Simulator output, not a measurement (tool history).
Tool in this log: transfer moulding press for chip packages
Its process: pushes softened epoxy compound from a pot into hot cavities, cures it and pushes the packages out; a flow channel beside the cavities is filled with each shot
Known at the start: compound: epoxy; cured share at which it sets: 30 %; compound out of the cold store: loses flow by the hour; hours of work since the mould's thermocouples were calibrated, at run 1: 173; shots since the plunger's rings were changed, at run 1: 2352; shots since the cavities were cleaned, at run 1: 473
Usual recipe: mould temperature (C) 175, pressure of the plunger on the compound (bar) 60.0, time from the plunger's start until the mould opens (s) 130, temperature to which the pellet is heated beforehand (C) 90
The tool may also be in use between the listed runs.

run,hour,mould temperature (C),pressure of the plunger on the compound (bar),time from the plunger's start until the mould opens (s),temperature to which the pellet is heated beforehand (C),hours of work since the mould's thermocouples were calibrated,shots since the plunger's rings were changed,shots since the cavities were cleaned,incoming compound's hours out of the cold store,length that the compound runs in the flow channel (mm),greatest force on the pins that push the packages out (N)
1,0.0,175,60.0,130,90,173,2352,473,14.4,914,412
# hour 11.4: cavities cleaned with cleaning compound and waxed
2,25.6,175,60.0,130,90,185,2512,94,11.1,921,330
3,51.3,175,60.0,130,90,197,2684,266,25.4,879,392
4,70.1,175,60.0,130,90,206,2808,390,32.3,866,406
# hour 93.1: cavities cleaned with cleaning compound and waxed
5,100.5,175,60.0,130,90,221,3001,50,12.2,895,306
6,117.4,175,60.0,130,90,229,3113,162,10.2,918,351
7,149.4,175,60.0,130,90,245,3326,375,45.8,830,415
8,169.6,175,60.0,130,90,254,3461,510,26.3,867,420
# hour 173.3: cavities cleaned with cleaning compound and waxed
9,201.1,175,60.0,130,90,269,3660,185,24.2,859,359
10,230.4,175,60.0,130,93,284,3856,381,21.3,866,411
11,246.1,175,60.0,130,99,291,3960,485,35.5,841,404
# hour 256.3: cavities cleaned with cleaning compound and waxed
12,264.4,175,60.0,130,99,299,4072,54,24.5,861,313
13,290.9,175,60.0,130,99,312,4248,230,31.0,844,364
14,316.7,175,60.0,130,90,325,4420,402,44.3,821,398
# hour 330.6: plunger's sealing rings changed
# hour 340.6: cavities cleaned with cleaning compound and waxed
15,341.7,175,60.0,130,90,335,64,7,23.7,896,304
16,376.0,175,60.0,130,84,352,292,235,37.9,877,382
17,401.9,175,60.0,145,84,365,464,407,13.1,934,365
# hour 421.1: cavities cleaned with cleaning compound and waxed
18,435.1,175,60.0,151,90,380,675,93,26.3,911,305
19,464.3,168,64.6,130,80,395,870,288,43.2,917,587
20,478.4,182,69.8,127,96,401,963,381,20.4,953,350
21,498.4,182,69.8,127,96,411,1097,515,41.5,907,374
# hour 502.0: cavities cleaned with cleaning compound and waxed
22,528.8,167,65.4,130,99,425,1289,178,29.7,970,576
23,553.6,167,65.4,130,99,438,1455,344,12.4,987,669
24,577.1,167,65.4,130,99,449,1611,500,11.3,1015,709
# hour 583.8: cavities cleaned with cleaning compound and waxed
25,606.8,175,62.7,130,99,463,1798,153,38.6,875,334
26,638.9,175,45.2,122,84,479,2012,367,38.0,760,424
27,658.3,183,60.0,114,97,488,2141,496,46.2,800,361
# hour 666.2: cavities cleaned with cleaning compound and waxed
28,689.3,183,67.8,117,84,502,2337,153,47.1,852,310
29,720.0,175,51.9,115,90,517,2542,358,16.1,838,457

What differs in the tool's unlogged condition from the final listed run ahead of each entry between runs to the first listed run following it?
Runs 1 to 2: cavities cleaned with cleaning compound and waxed (hour 11.4)
  true mould temperature over the reading, C: 0.71 -> 0.73; pressure that reaches the compound, % of what is set: 93.5 -> 93.08; grip of the stained cavities, % over clean ones': 48.2 -> 15.2
  measured less the result without the state, length that the compound runs in the flow channel (mm): -35 -> -37; greatest force on the pins that push the packages out (N): +124 -> +34
Runs 4 to 5: cavities cleaned with cleaning compound and waxed (hour 93.1)
  true mould temperature over the reading, C: 0.77 -> 0.79; pressure that reaches the compound, % of what is set: 92.36 -> 91.89; grip of the stained cavities, % over clean ones': 42.6 -> 9.9
  measured less the result without the state, length that the compound runs in the flow channel (mm): -39 -> -43; greatest force on the pins that push the packages out (N): +112 -> +17
Runs 8 to 9: cavities cleaned with cleaning compound and waxed (hour 173.3)
  true mould temperature over the reading, C: 0.85 -> 0.88; pressure that reaches the compound, % of what is set: 90.84 -> 90.32; grip of the stained cavities, % over clean ones': 49.3 -> 24.9
  measured less the result without the state, length that the compound runs in the flow channel (mm): -46 -> -49; greatest force on the pins that push the packages out (N): +130 -> +59
Runs 11 to 12: cavities cleaned with cleaning compound and waxed (hour 256.3)
  true mould temperature over the reading, C: 0.92 -> 0.93; pressure that reaches the compound, % of what is set: 89.62 -> 89.35; grip of the stained cavities, % over clean ones': 47.1 -> 12.1
  measured less the result without the state, length that the compound runs in the flow channel (mm): -51 -> -54; greatest force on the pins that push the packages out (N): +118 -> +23
Runs 14 to 15: plunger's sealing rings changed (hour 330.6); cavities cleaned with cleaning compound and waxed (hour 340.6)
  true mould temperature over the reading, C: 0.98 -> 1; pressure that reaches the compound, % of what is set: 88.52 -> 99.63; grip of the stained cavities, % over clean ones': 44.8 -> 4.2
  measured less the result without the state, length that the compound runs in the flow channel (mm): -56 -> -6; greatest force on the pins that push the packages out (N): +113 -> -1
Runs 17 to 18: cavities cleaned with cleaning compound and waxed (hour 421.1)
  true mould temperature over the reading, C: 1.05 -> 1.08; pressure that reaches the compound, % of what is set: 98.73 -> 98.22; grip of the stained cavities, % over clean ones': 44.2 -> 16.4
  measured less the result without the state, length that the compound runs in the flow channel (mm): -11 -> -13; greatest force on the pins that push the packages out (N): +105 -> +37
Runs 21 to 22: cavities cleaned with cleaning compound and waxed (hour 502.0)
  true mould temperature over the reading, C: 1.14 -> 1.16; pressure that reaches the compound, % of what is set: 97.3 -> 96.82; grip of the stained cavities, % over clean ones': 49 -> 25.1
  measured less the result without the state, length that the compound runs in the flow channel (mm): -17 -> -22; greatest force on the pins that push the packages out (N): +120 -> +67
Runs 24 to 25: cavities cleaned with cleaning compound and waxed (hour 583.8)
  true mould temperature over the reading, C: 1.21 -> 1.23; pressure that reaches the compound, % of what is set: 96.11 -> 95.63; grip of the stained cavities, % over clean ones': 48.4 -> 22.3
  measured less the result without the state, length that the compound runs in the flow channel (mm): -28 -> -26; greatest force on the pins that push the packages out (N): +179 -> +48
Runs 27 to 28: cavities cleaned with cleaning compound and waxed (hour 666.2)
  true mould temperature over the reading, C: 1.28 -> 1.3; pressure that reaches the compound, % of what is set: 94.83 -> 94.39; grip of the stained cavities, % over clean ones': 48.1 -> 24.1
  measured less the result without the state, length that the compound runs in the flow channel (mm): -26 -> -30; greatest force on the pins that push the packages out (N): +116 -> +57

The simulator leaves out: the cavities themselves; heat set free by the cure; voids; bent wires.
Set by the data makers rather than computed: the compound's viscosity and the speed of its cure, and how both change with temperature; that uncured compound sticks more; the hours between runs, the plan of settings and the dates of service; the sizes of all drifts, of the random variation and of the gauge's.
